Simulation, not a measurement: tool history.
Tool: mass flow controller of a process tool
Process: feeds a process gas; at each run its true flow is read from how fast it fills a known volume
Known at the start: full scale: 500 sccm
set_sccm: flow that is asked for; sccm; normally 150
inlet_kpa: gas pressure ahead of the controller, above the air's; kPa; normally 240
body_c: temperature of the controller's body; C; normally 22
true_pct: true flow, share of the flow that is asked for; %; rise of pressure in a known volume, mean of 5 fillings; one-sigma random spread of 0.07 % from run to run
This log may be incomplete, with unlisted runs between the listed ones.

| run | hour | set_sccm | inlet_kpa | body_c | true_pct |
|---|---|---|---|---|---|
| 1 | 0.0 | 150 | 240 | 22 | 98.75 |
| 2 | 143.2 | 150 | 240 | 22 | 98.86 |
| 3 | 287.1 | 150 | 240 | 22 | 98.91 |
| 4 | 435.4 | 94 | 240 | 22 | 98.73 |
| 5 | 613.6 | 94 | 240 | 22 | 99.03 |
| 6 | 776.5 | 67 | 240 | 22 | 98.92 |
| 7 | 872.6 | 67 | 240 | 22 | 99.07 |
| 8 | 1042.1 | 67 | 240 | 22 | 99.15 |
| 9 | 1214.9 | 150 | 240 | 26 | 100.08 |
| 10 | 1406.4 | 150 | 240 | 26 | 100.10 |
| 11 | 1559.4 | 150 | 240 | 26 | 100.27 |
| 12 | 1754.9 | 150 | 240 | 26 | 100.33 |
| 13 | 1887.5 | 150 | 240 | 22 | 99.93 |
| 14 | 2090.7 | 150 | 240 | 22 | 100.07 |
| 15 | 2233.9 | 150 | 240 | 22 | 100.15 |
| 16 | 2383.2 | 150 | 240 | 22 | 100.30 |
| 17 | 2492.7 | 150 | 227 | 22 | 100.33 |
| 18 | 2662.7 | 150 | 240 | 22 | 100.36 |
| 19 | 2809.5 | 150 | 240 | 22 | 100.55 |
| 20 | 2913.1 | 150 | 182 | 22 | 100.39 |
| 21 | 3063.7 | 70 | 145 | 30 | 100.99 |
| 22 | 3255.2 | 70 | 145 | 30 | 101.16 |
| 23 | 3410.6 | 150 | 240 | 35 | 102.47 |
| 24 | 3575.3 | 150 | 240 | 35 | 102.53 |
| 25 | 3660.0 | 318 | 261 | 23 | 101.76 |
| 26 | 3829.8 | 50 | 156 | 36 | 102.14 |
| 27 | 4004.5 | 106 | 156 | 36 | 102.51 |
| 28 | 4136.0 | 176 | 240 | 30 | 102.40 |
| 29 | 4263.8 | 176 | 240 | 30 | 102.44 |
| 30 | 4404.4 | 478 | 240 | 24 | 102.88 |
| 31 | 4517.4 | 67 | 194 | 24 | 101.49 |
| 32 | 4624.0 | 231 | 240 | 28 | 102.63 |
|  | 4649.2 | gauge calibrated |
| 33 | 4712.5 | 272 | 240 | 22 | 99.03 |
| 34 | 4908.8 | 232 | 228 | 22 | 99.12 |
| 35 | 5010.2 | 232 | 151 | 22 | 98.90 |
| 36 | 5185.5 | 232 | 151 | 22 | 98.91 |
| 37 | 5294.6 | 98 | 240 | 22 | 99.02 |
| 38 | 5458.0 | 98 | 240 | 22 | 99.00 |

The logged runs with the hidden state left out (each run's random variation unchanged):
Hidden conditions of the tool in this case: flow at rest that the sensor doesn't see, % of full scale; true flow over the shown one, %; drift of the gauge itself on true_pct, %.
| run | true_pct |
|---|---|
| 1 | 98.75 |
| 2 | 98.76 |
| 3 | 98.72 |
| 4 | 98.45 |
| 5 | 98.63 |
| 6 | 98.42 |
| 7 | 98.50 |
| 8 | 98.48 |
| 9 | 99.30 |
| 10 | 99.20 |
| 11 | 99.27 |
| 12 | 99.21 |
| 13 | 98.73 |
| 14 | 98.74 |
| 15 | 98.73 |
| 16 | 98.79 |
| 17 | 98.74 |
| 18 | 98.67 |
| 19 | 98.77 |
| 20 | 98.54 |
| 21 | 99.03 |
| 22 | 99.07 |
| 23 | 100.26 |
| 24 | 100.22 |
| 25 | 99.42 |
| 26 | 99.65 |
| 27 | 99.93 |
| 28 | 99.75 |
| 29 | 99.70 |
| 30 | 100.05 |
| 31 | 98.60 |
| 32 | 99.67 |
| 33 | 98.98 |
| 34 | 98.95 |
| 35 | 98.66 |
| 36 | 98.56 |
| 37 | 98.59 |
| 38 | 98.47 |

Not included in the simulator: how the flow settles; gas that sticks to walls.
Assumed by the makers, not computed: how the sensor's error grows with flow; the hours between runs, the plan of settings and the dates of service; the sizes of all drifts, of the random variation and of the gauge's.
